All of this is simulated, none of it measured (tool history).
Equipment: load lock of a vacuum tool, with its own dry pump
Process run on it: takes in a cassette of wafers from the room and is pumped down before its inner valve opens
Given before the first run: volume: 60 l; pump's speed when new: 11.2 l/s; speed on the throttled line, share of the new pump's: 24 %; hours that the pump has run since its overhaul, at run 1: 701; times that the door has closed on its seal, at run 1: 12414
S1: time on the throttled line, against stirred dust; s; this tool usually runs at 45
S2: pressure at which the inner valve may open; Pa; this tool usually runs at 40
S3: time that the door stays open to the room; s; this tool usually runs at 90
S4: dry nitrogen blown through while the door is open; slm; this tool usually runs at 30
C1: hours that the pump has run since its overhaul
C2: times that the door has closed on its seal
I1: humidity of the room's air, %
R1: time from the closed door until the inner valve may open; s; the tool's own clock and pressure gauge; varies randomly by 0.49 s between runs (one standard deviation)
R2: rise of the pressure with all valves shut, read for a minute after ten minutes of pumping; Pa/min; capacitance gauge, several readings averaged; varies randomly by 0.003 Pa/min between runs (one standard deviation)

run     day  S1  S2   S3  S4    C1     C2    I1     R1     R2
  1   0.000  45  40   90  30   701  12414  45.3   76.1  0.153
  2   2.483  45  40   90  30   761  12650  46.4   76.2  0.159
  3   6.067  45  40   90  30   847  12992  45.1   76.5  0.161
  4   9.746  45  40   90  30   935  13343  42.0   76.2  0.163
  5  11.625  45  40   90  30   980  13522  44.2   75.9  0.167
  6  15.604  45  40   90  15  1076  13901  43.3   76.6  0.191
  7  18.758  45  40   90  30  1151  14202  45.7   77.2  0.175
  8  22.721  45  40   90  30  1246  14579  43.3   77.5  0.178
  9  25.596  45  40   90  26  1315  14853  46.1   77.1  0.185
 10  29.083  49  34   32  22  1399  15185  45.3   80.5  0.173
 11  31.117  49  34   32  22  1448  15379  46.5   81.0  0.182
 12  34.317  45  40   60  30  1525  15685  44.4   78.1  0.187
 13  36.375  45  29  112  30  1574  15880  46.4   79.2  0.205
 14  38.667  45  40   90  30  1629  16099  42.3   77.4  0.199
 15  40.962  81  35  193  17  1684  16318  43.6  105.4  0.231
 16  42.942  81  35  193  17  1732  16506  47.0  105.0  0.235
 17  46.288  86  42   90  12  1812  16825  46.2  106.8  0.232
 18  48.562  45  40   93  16  1867  17042  43.2   77.3  0.225

Each run again, without the hidden state but with its own random variation kept:
The tool's hidden condition here consists of: pump's speed, % of a new pump's; leak at the door's seal, Pa l/s; drift of the gauge itself on ready_s, %; drift of the gauge itself on rise_pa_min, %.
run     R1     R2
  1   75.8  0.042
  2   75.8  0.045
  3   76.0  0.042
  4   75.6  0.039
  5   75.3  0.042
  6   76.0  0.060
  7   76.5  0.041
  8   76.7  0.044
  9   76.2  0.046
 10   79.6  0.030
 11   80.0  0.035
 12   77.0  0.036
 13   78.1  0.049
 14   76.3  0.039
 15  104.6  0.067
 16  104.1  0.074
 17  106.0  0.063
 18   75.9  0.052

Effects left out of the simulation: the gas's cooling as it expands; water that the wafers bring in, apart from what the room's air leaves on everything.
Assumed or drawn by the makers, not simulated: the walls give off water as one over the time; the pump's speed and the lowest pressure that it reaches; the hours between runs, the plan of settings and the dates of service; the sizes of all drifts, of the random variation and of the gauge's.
